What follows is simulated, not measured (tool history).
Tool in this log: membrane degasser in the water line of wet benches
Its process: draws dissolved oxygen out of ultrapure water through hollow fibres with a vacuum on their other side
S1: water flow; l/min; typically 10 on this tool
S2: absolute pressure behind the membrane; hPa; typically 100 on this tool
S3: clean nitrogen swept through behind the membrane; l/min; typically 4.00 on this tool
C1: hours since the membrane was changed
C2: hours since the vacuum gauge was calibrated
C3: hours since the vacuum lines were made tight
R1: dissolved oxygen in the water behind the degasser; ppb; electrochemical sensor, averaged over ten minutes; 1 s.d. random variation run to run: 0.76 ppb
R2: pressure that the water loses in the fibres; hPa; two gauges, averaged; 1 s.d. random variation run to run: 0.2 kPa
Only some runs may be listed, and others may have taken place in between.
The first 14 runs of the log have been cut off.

{"run": 15, "hour": 3017.3, "S1": 10, "S2": 100, "S3": 2.77, "C1": 6973, "C2": 2408, "C3": 789, "R1": 100.6, "R2": 454.4}
{"run": 16, "hour": 3139.6, "S1": 10, "S2": 100, "S3": 5.64, "C1": 7095, "C2": 2531, "C3": 911, "R1": 69.4, "R2": 455.8}
{"run": 17, "hour": 3265.5, "S1": 10, "S2": 100, "S3": 5.64, "C1": 7221, "C2": 2657, "C3": 1037, "R1": 69.4, "R2": 459.8}
{"run": 18, "hour": 3504.9, "S1": 10, "S2": 100, "S3": 5.64, "C1": 7460, "C2": 2896, "C3": 1277, "R1": 70.2, "R2": 456.6}
{"run": 19, "hour": 3620.2, "S1": 10, "S2": 100, "S3": 1.94, "C1": 7576, "C2": 3011, "C3": 1392, "R1": 131.5, "R2": 453.6}
{"run": 20, "hour": 3788.3, "S1": 8, "S2": 100, "S3": 6.89, "C1": 7744, "C2": 3179, "C3": 1560, "R1": 42.2, "R2": 366.2}
{"run": 21, "hour": 3934.9, "S1": 8, "S2": 100, "S3": 2.4, "C1": 7890, "C2": 3326, "C3": 1707, "R1": 82.5, "R2": 363.7}
{"run": 22, "hour": 4099.0, "S1": 9, "S2": 90, "S3": 2.57, "C1": 8054, "C2": 3490, "C3": 1871, "R1": 84.9, "R2": 414.1}
{"hour": 4283.8, "done": "membrane cartridge changed"}
{"run": 23, "hour": 4330.1, "S1": 9, "S2": 103, "S3": 2.57, "C1": 46, "C2": 3717, "C3": 2098, "R1": 87.4, "R2": 387.6}
{"run": 24, "hour": 4506.9, "S1": 7, "S2": 80, "S3": 4.31, "C1": 223, "C2": 3894, "C3": 2275, "R1": 32.2, "R2": 302.2}
{"run": 25, "hour": 4631.1, "S1": 7, "S2": 80, "S3": 4.31, "C1": 347, "C2": 4018, "C3": 2399, "R1": 32.9, "R2": 302.7}
{"run": 26, "hour": 4874.1, "S1": 10, "S2": 74, "S3": 4.31, "C1": 590, "C2": 4261, "C3": 2642, "R1": 57.6, "R2": 432.1}
{"run": 27, "hour": 5117.5, "S1": 8, "S2": 236, "S3": 7.87, "C1": 834, "C2": 4505, "C3": 2885, "R1": 71.2, "R2": 343.3}
{"run": 28, "hour": 5239.7, "S1": 8, "S2": 236, "S3": 3.83, "C1": 956, "C2": 4627, "C3": 3007, "R1": 131.5, "R2": 348.8}
{"run": 29, "hour": 5448.0, "S1": 7, "S2": 96, "S3": 3.16, "C1": 1164, "C2": 4835, "C3": 3216, "R1": 51.2, "R2": 302.6}
{"run": 30, "hour": 5622.5, "S1": 10, "S2": 221, "S3": 3.74, "C1": 1339, "C2": 5010, "C3": 3390, "R1": 161.8, "R2": 433.8}
{"run": 31, "hour": 5859.9, "S1": 10, "S2": 221, "S3": 3.74, "C1": 1576, "C2": 5247, "C3": 3628, "R1": 165.5, "R2": 431.4}
{"run": 32, "hour": 6071.9, "S1": 10, "S2": 221, "S3": 3.74, "C1": 1788, "C2": 5459, "C3": 3840, "R1": 166.1, "R2": 436.0}

Below are 3 alternative next runs, each starting from the tool's condition after run 32. Predict each:
{"run": "A", "hour": 6236.7, "S1": 10, "S2": 96, "S3": 3.74, "C1": 1953, "C2": 5624, "C3": 4004, "R1": "?", "R2": "?"}
{"run": "B", "hour": 6236.7, "S1": 10, "S2": 159, "S3": 9.79, "C1": 1953, "C2": 5624, "C3": 4004, "R1": "?", "R2": "?"}
{"run": "C", "hour": 6236.7, "S1": 11, "S2": 176, "S3": 4.99, "C1": 1953, "C2": 5624, "C3": 4004, "R1": "?", "R2": "?"}

run=A R1=80.3 R2=437.6
run=B R1=66.9 R2=438.9
run=C R1=127.2 R2=477.8
Without the tool's unlogged condition, the same runs would have read:
run=A R1=70.2 R2=431.8
run=B R1=60.1 R2=433.1
run=C R1=114.6 R2=471.4
